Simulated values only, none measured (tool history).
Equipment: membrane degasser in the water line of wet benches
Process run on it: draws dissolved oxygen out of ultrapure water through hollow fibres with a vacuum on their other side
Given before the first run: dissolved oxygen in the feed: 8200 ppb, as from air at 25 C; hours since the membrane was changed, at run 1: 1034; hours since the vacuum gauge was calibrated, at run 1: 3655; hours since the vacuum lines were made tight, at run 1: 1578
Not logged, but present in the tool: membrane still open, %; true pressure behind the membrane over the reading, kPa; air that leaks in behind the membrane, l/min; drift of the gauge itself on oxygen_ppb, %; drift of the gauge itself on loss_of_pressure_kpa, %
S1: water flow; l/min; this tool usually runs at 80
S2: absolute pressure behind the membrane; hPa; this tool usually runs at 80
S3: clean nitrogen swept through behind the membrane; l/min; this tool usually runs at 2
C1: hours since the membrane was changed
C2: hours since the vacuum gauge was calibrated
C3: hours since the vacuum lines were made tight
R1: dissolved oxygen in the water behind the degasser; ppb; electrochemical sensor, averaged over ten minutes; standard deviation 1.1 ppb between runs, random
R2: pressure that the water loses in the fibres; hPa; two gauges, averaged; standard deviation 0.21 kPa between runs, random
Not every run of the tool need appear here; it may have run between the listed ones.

run 1 hour=0 | S1=80 S2=80 S3=2 | C1=1034 C2=3655 C3=1578 | R1=384.4 R2=501.4
run 2 hour=33.6 | S1=80 S2=80 S3=2 | C1=1067 C2=3688 C3=1612 | R1=384.5 R2=503.9
run 3 hour=91 | S1=80 S2=80 S3=2 | C1=1125 C2=3746 C3=1669 | R1=383.1 R2=498.8
run 4 hour=158.2 | S1=80 S2=80 S3=2 | C1=1192 C2=3813 C3=1736 | R1=385.3 R2=502.3
run 5 hour=221.4 | S1=48 S2=80 S3=2 | C1=1255 C2=3876 C3=1799 | R1=248 R2=297.5
run 6 hour=252 | S1=48 S2=80 S3=2 | C1=1286 C2=3907 C3=1830 | R1=247.7 R2=296.5
run 7 hour=279.7 | S1=80 S2=80 S3=3.04 | C1=1313 C2=3934 C3=1858 | R1=279 R2=498.3
run 8 hour=345.5 | S1=52 S2=80 S3=2 | C1=1379 C2=4000 C3=1924 | R1=266.2 R2=326.2
run 9 hour=373.7 | S1=80 S2=80 S3=2 | C1=1407 C2=4028 C3=1952 | R1=383 R2=501.8
run 10 hour=418.7 | S1=80 S2=80 S3=2 | C1=1452 C2=4073 C3=1997 | R1=384.2 R2=499.3
run 11 hour=485.4 | S1=80 S2=80 S3=2 | C1=1519 C2=4140 C3=2063 | R1=384.9 R2=499.5
run 12 hour=531.3 | S1=80 S2=80 S3=2 | C1=1565 C2=4186 C3=2109 | R1=384.3 R2=500.1
run 13 hour=560.5 | S1=80 S2=88.8 S3=2 | C1=1594 C2=4215 C3=2138 | R1=447.9 R2=497.8
-- hour=602.8 vacuum gauge calibrated
run 14 hour=621.4 | S1=80 S2=88.8 S3=1.36 | C1=1655 C2=19 C3=2199 | R1=591.7 R2=502.7
run 15 hour=679.4 | S1=80 S2=154.4 S3=1.36 | C1=1713 C2=77 C3=2257 | R1=1182.7 R2=501.5
run 16 hour=746.9 | S1=80 S2=80 S3=2 | C1=1780 C2=144 C3=2324 | R1=383.7 R2=500.4
run 17 hour=779.6 | S1=80 S2=80 S3=2 | C1=1813 C2=177 C3=2357 | R1=384.6 R2=498.9
run 18 hour=835.7 | S1=108 S2=80 S3=5.85 | C1=1869 C2=233 C3=2413 | R1=222.8 R2=672.9
run 19 hour=889.4 | S1=108 S2=125.3 S3=5.85 | C1=1923 C2=287 C3=2467 | R1=398.6 R2=673.1
run 20 hour=929.4 | S1=80 S2=179.4 S3=4.05 | C1=1963 C2=327 C3=2507 | R1=619.1 R2=498.3
run 21 hour=963.3 | S1=80 S2=179.4 S3=5.85 | C1=1996 C2=360 C3=2541 | R1=455.6 R2=504.3
run 22 hour=990.7 | S1=80 S2=141.1 S3=5.68 | C1=2024 C2=388 C3=2568 | R1=353.4 R2=501.8
run 23 hour=1055.5 | S1=80 S2=141.1 S3=5.68 | C1=2089 C2=453 C3=2633 | R1=354.4 R2=498.5
run 24 hour=1107.9 | S1=80 S2=141.1 S3=5.68 | C1=2141 C2=505 C3=2685 | R1=353.8 R2=499.1
run 25 hour=1159.3 | S1=92 S2=141.1 S3=2.14 | C1=2192 C2=556 C3=2737 | R1=866.4 R2=576.5
run 26 hour=1215.6 | S1=70 S2=62 S3=4.84 | C1=2249 C2=613 C3=2793 | R1=109.4 R2=437
run 27 hour=1261.2 | S1=70 S2=62 S3=4.84 | C1=2294 C2=658 C3=2839 | R1=108.6 R2=439.2
run 28 hour=1308.5 | S1=70 S2=62 S3=4.84 | C1=2342 C2=706 C3=2886 | R1=108.6 R2=438.4
run 29 hour=1368.3 | S1=58 S2=67.4 S3=3.28 | C1=2401 C2=765 C3=2946 | R1=145.6 R2=363.8
run 30 hour=1419.2 | S1=58 S2=67.4 S3=3.28 | C1=2452 C2=816 C3=2997 | R1=144.5 R2=367.2
run 31 hour=1485.2 | S1=67 S2=145.5 S3=0.93 | C1=2518 C2=882 C3=3063 | R1=1263 R2=425.9

Predict each of these 4 candidate next runs independently; none follows another, all start after run 31:
run A hour=1541.3 | S1=67 S2=145.5 S3=3.19 | C1=2574 C2=938 C3=3119 | R1=? R2=?
run B hour=1541.3 | S1=118 S2=78 S3=1.45 | C1=2574 C2=938 C3=3119 | R1=? R2=?
run C hour=1541.3 | S1=82 S2=54.1 S3=3.06 | C1=2574 C2=938 C3=3119 | R1=? R2=?
run D hour=1541.3 | S1=89 S2=150.6 S3=0.93 | C1=2574 C2=938 C3=3119 | R1=? R2=?

run=A R1=508.9 R2=419.8
run=B R1=621.3 R2=738.7
run=C R1=140.1 R2=513.9
run=D R1=1565.3 R2=556.1
Had the tool no hidden state, the same runs would have come out as:
run=A R1=508.9 R2=419.8
run=B R1=621.4 R2=738.6
run=C R1=140.2 R2=513.8
run=D R1=1565.4 R2=556
